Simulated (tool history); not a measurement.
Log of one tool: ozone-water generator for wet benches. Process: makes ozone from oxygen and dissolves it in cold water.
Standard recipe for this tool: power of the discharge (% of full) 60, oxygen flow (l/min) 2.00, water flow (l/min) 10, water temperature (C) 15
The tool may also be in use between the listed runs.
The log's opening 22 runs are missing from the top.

run   hour  power of the discharge (% of full)  oxygen flow (l/min)  water flow (l/min)  water temperature (C)  hours of work since the electrodes were changed  hours of work since the contactor was cleaned  hours of work since the thermometer was calibrated  dissolved ozone (ppm)  ozone in the gas ahead of the water (g/m3)
 23  729.7                                  76                 1.62                  15                     15                                             1717                                           4717                                                 446                   13.2                                       208.7
 24  774.6                                  60                 1.71                  10                     13                                             1759                                           4759                                                 489                   17.3                                       178.3
 25  816.0                                  42                 1.01                   8                     15                                             1799                                           4798                                                 528                   13.9                                       173.1
 26  834.7                                  42                 1.01                   8                     15                                             1816                                           4816                                                 545                   13.5                                       171.7
 27  857.9                                  42                 1.01                   8                     15                                             1838                                           4838                                                 567                   14.0                                       172.1
 28  890.4                                  48                 2.00                  10                     18                                             1869                                           4869                                                 598                   15.1                                       151.3
 29  912.0                                  62                 2.92                  10                     18                                             1890                                           4889                                                 619                   19.6                                       155.8
 30  930.6                                  62                 2.92                  10                     18                                             1907                                           4907                                                 636                   19.6                                       155.5
 31  951.6                                  62                 1.66                  10                     17                                             1927                                           4927                                                 656                   16.7                                       184.4
 32  980.2                                  82                 1.66                  14                     17                                             1954                                           4954                                                 683                   14.4                                       215.4

What if the next run were any one of these 4? Each begins from the tool's condition after run 32:
  A  1015.6                                  82                 1.66                   8                     17                                             1988                                           4988                                                 717                      ?                                           ?
  B  1015.6                                  79                 1.66                  14                     17                                             1988                                           4988                                                 717                      ?                                           ?
  C  1015.6                                  60                 2.00                  10                     17                                             1988                                           4988                                                 717                      ?                                           ?
  D  1015.6                                  40                 1.66                  14                     18                                             1988                                           4988                                                 717                      ?                                           ?

run  dissolved ozone (ppm)  ozone in the gas ahead of the water (g/m3)
  A                   23.5                                       214.1
  B                   14.0                                       209.7
  C                   17.2                                       170.3
  D                    9.5                                       143.8
Without the tool's hidden state the same runs would have given:
run  dissolved ozone (ppm)  ozone in the gas ahead of the water (g/m3)
  A                   23.6                                       219.7
  B                   14.0                                       215.2
  C                   17.2                                       174.8
  D                    9.5                                       147.6

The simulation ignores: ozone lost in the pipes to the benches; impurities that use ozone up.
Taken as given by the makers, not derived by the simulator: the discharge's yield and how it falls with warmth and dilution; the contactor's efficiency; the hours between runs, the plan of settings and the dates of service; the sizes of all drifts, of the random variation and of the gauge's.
